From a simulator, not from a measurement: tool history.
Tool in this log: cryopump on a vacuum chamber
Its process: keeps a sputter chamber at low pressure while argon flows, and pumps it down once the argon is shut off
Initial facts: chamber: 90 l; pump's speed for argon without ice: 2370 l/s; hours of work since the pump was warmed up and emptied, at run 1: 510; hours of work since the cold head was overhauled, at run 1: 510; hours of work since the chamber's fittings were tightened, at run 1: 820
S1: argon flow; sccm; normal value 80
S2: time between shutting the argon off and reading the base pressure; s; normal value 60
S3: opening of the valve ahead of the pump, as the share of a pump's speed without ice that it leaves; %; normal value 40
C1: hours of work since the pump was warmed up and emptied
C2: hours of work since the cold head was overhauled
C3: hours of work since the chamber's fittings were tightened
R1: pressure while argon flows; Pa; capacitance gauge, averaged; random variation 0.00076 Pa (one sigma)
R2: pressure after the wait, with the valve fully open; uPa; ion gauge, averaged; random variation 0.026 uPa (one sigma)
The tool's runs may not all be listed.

run	day	S1	S2	S3	C1	C2	C3	R1	R2
1	0	80	60	40	510	510	820	0.1518	1.87
2	1.05	97	60	40	531	531	841	0.1832	1.95
3	2.05	97	60	40	551	551	861	0.185	1.93
4	3.021	80	60	40	570	570	880	0.1533	1.89
5	3.896	80	60	40	587	587	897	0.1525	2
6	4.971	80	60	40	608	608	919	0.151	1.98
7	6.121	80	60	40	631	631	942	0.1539	2.02
8	6.854	80	60	40	646	646	956	0.1533	2.04
9	7.383	80	60	40	656	656	966	0.1548	2.01
10	7.854	80	60	40	665	665	976	0.154	2.03
11	8.45	80	60	40	677	677	988	0.1534	2.07
12	9.342	80	60	40	695	695	1005	0.1539	2.12
13	10.379	80	60	40	715	715	1026	0.1561	2.12
14	11.038	80	60	45	728	728	1039	0.1392	2.14
15	12.208	80	148	45	752	752	1062	0.1405	1.59
16	13.242	80	148	45	772	772	1082	0.1408	1.67
17	13.725	80	60	40	782	782	1092	0.1562	2.17
18	14.8	80	92	40	803	803	1113	0.157	1.88
19	15.362	80	92	40	814	814	1124	0.1573	1.96
20	16.412	80	92	40	835	835	1145	0.1563	1.99
21	16.958	127	60	50	846	846	1156	0.205	2.38
22	18.117	139	43	24	869	869	1179	0.4415	2.61
# day 18.433: pump warmed up, emptied and cooled again
23	18.892	137	43	26	9	880	1190	0.3779	2.47
24	19.762	137	57	31	26	897	1207	0.3168	2.09
25	20.4	137	57	31	39	910	1220	0.3156	2.15
26	21.017	40	45	32	51	922	1232	0.0912	2.44
27	22.171	80	222	29	74	945	1255	0.1982	1.44
28	22.842	32	221	56	87	958	1268	0.0421	1.5
29	23.588	58	60	18	102	973	1283	0.2314	2.14
30	24.75	58	60	18	125	996	1306	0.2318	2.12
31	25.383	58	60	18	138	1008	1319	0.233	2.27
32	26.233	44	52	18	154	1025	1335	0.1769	2.34

For run 33, what comes out?
33	26.862	111	52	34	167	1037	1348	?	?

Run 33 yielded R1 0.2368 Pa, R2 2.38 uPa.
Without the tool's hidden state the same run would have given R1 0.2326 Pa, R2 1.21 uPa.

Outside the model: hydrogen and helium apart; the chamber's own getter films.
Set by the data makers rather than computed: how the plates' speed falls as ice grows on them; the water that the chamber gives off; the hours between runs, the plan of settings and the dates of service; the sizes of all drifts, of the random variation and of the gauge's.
